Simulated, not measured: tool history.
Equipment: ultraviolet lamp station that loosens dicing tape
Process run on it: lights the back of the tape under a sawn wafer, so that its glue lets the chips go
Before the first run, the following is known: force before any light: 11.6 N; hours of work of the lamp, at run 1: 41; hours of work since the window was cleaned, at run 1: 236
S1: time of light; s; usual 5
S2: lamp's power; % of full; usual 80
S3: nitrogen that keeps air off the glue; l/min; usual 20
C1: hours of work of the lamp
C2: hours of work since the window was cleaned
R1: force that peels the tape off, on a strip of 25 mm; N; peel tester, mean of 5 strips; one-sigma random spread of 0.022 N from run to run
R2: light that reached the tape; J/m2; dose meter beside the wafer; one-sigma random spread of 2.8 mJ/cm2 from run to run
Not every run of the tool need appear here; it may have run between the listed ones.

Run 1, hour 0.0: usual settings; C1 41; C2 236. Result: R1 1.346 N, R2 3640 J/m2.
Run 2, hour 23.6: usual settings; C1 58; C2 253. Result: R1 1.318 N, R2 3560 J/m2.
Run 3, hour 60.9: usual settings but S2 60 % of full; C1 85; C2 280. Result: R1 2.326 N, R2 2580 J/m2.
Run 4, hour 83.9: usual settings but S2 72 % of full; C1 102; C2 297. Result: R1 1.792 N, R2 3030 J/m2.
Run 5, hour 103.1: usual settings but S2 72 % of full; C1 116; C2 311. Result: R1 1.768 N, R2 3060 J/m2.
Run 6, hour 141.9: usual settings; C1 144; C2 339. Result: R1 1.596 N, R2 3280 J/m2.
Run 7, hour 186.6: usual settings but S1 9 s, S3 21 l/min; C1 177; C2 372. Result: R1 0.485 N, R2 5700 J/m2.
Run 8, hour 213.0: usual settings but S3 14 l/min; C1 196; C2 391. Result: R1 2.000 N, R2 3100 J/m2.
Run 9, hour 238.3: usual settings but S3 14 l/min; C1 214; C2 409. Result: R1 2.132 N, R2 3020 J/m2.
At hour 261.0: window cleaned of glue's vapour.
Run 10, hour 277.7: usual settings but S1 6 s, S2 79 % of full, S3 21 l/min; C1 243; C2 12. Result: R1 1.087 N, R2 3930 J/m2.
Run 11, hour 311.2: usual settings but S1 8 s, S2 74 % of full, S3 30 l/min; C1 267; C2 37. Result: R1 0.603 N, R2 4740 J/m2.

Predict each of these 5 candidate next runs independently; none follows another, all start after run 11:
Run A, hour 335.2: usual settings but S1 8 s, S2 75 % of full, S3 30 l/min; C1 285; C2 54. Result: R1 ?, R2 ?.
Run B, hour 335.2: usual settings but S1 8 s, S2 83 % of full, S3 9 l/min; C1 285; C2 54. Result: R1 ?, R2 ?.
Run C, hour 335.2: usual settings but S2 60 % of full, S3 35 l/min; C1 285; C2 54. Result: R1 ?, R2 ?.
Run D, hour 335.2: usual settings but S1 8 s, S2 70 % of full, S3 30 l/min; C1 285; C2 54. Result: R1 ?, R2 ?.
Run E, hour 335.2: usual settings but S2 61 % of full, S3 33 l/min; C1 285; C2 54. Result: R1 ?, R2 ?.

run     R1    R2
  A  0.587  4740
  B  0.988  5210
  C  2.279  2390
  D  0.688  4410
  E  2.239  2410
What these runs would have given with no unlogged condition in the tool:
run     R1    R2
  A  0.365  6010
  B  0.591  6600
  C  1.508  3030
  D  0.415  5590
  E  1.483  3050
